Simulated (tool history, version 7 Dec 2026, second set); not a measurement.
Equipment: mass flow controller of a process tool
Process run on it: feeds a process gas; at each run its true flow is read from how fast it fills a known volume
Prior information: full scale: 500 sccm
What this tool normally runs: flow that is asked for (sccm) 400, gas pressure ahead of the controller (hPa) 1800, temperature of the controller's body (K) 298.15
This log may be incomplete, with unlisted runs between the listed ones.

| run | hour | flow that is asked for (sccm) | gas pressure ahead of the controller (hPa) | temperature of the controller's body (K) | true flow (%) |
|---|---|---|---|---|---|
| 1 | 0 | 400 | 1800 | 298.15 | 97.68 |
| 2 | 232.2 | 400 | 1800 | 298.15 | 97.65 |
| 3 | 400.9 | 400 | 1800 | 298.15 | 97.48 |
| 4 | 558.4 | 400 | 1800 | 298.15 | 97.59 |
| 5 | 924.8 | 400 | 1800 | 298.15 | 97.43 |
| 6 | 1268.2 | 400 | 1800 | 298.15 | 97.37 |
| 7 | 1603.2 | 400 | 1800 | 298.15 | 97.39 |
| 8 | 1790.5 | 400 | 1800 | 298.15 | 97.33 |
| 9 | 2078.8 | 400 | 1800 | 298.15 | 97.29 |
| 10 | 2379.2 | 400 | 1630 | 298.15 | 97.14 |
| 11 | 2758.6 | 400 | 1630 | 298.15 | 97.15 |
|  | 2774.7 | controller's zero set anew |
| 12 | 3095.6 | 400 | 1630 | 298.15 | 96.66 |
| 13 | 3353.5 | 400 | 1630 | 298.15 | 96.49 |
| 14 | 3614.4 | 400 | 1940 | 311.15 | 95.38 |
| 15 | 3856.8 | 400 | 1940 | 311.15 | 95.2 |
| 16 | 4137.9 | 317 | 1580 | 295.15 | 95.86 |
| 17 | 4340.5 | 317 | 1580 | 295.15 | 95.75 |
|  | 4626.1 | controller's zero set anew, once more |
| 18 | 4712.8 | 317 | 1580 | 295.15 | 97.42 |
| 19 | 5048.6 | 485 | 1800 | 312.15 | 97.01 |
| 20 | 5281.6 | 485 | 1800 | 312.15 | 96.85 |
| 21 | 5610.1 | 126 | 1510 | 307.15 | 94.8 |
| 22 | 5824.2 | 400 | 2730 | 297.15 | 97.59 |
| 23 | 6192.3 | 251 | 2730 | 308.15 | 95.36 |
| 24 | 6560.3 | 251 | 2730 | 308.15 | 95.34 |
| 25 | 6942.1 | 62 | 1890 | 307.15 | 93.15 |

Forecast each of these 5 alternatives for the next run:
| A | 7277.7 | 283 | 1890 | 301.15 | ? |
| B | 7277.7 | 62 | 2500 | 307.15 | ? |
| C | 7277.7 | 321 | 1520 | 307.15 | ? |
| D | 7277.7 | 85 | 1600 | 301.15 | ? |
| E | 7277.7 | 242 | 1800 | 298.15 | ? |

| run | true flow (%) |
|---|---|
| A | 96.15 |
| B | 92.76 |
| C | 95.91 |
| D | 94.06 |
| E | 96.11 |
What these runs would have given with no unlogged condition in the tool:
| run | true flow (%) |
|---|---|
| A | 98.36 |
| B | 96.1 |
| C | 98.08 |
| D | 97.01 |
| E | 98.37 |
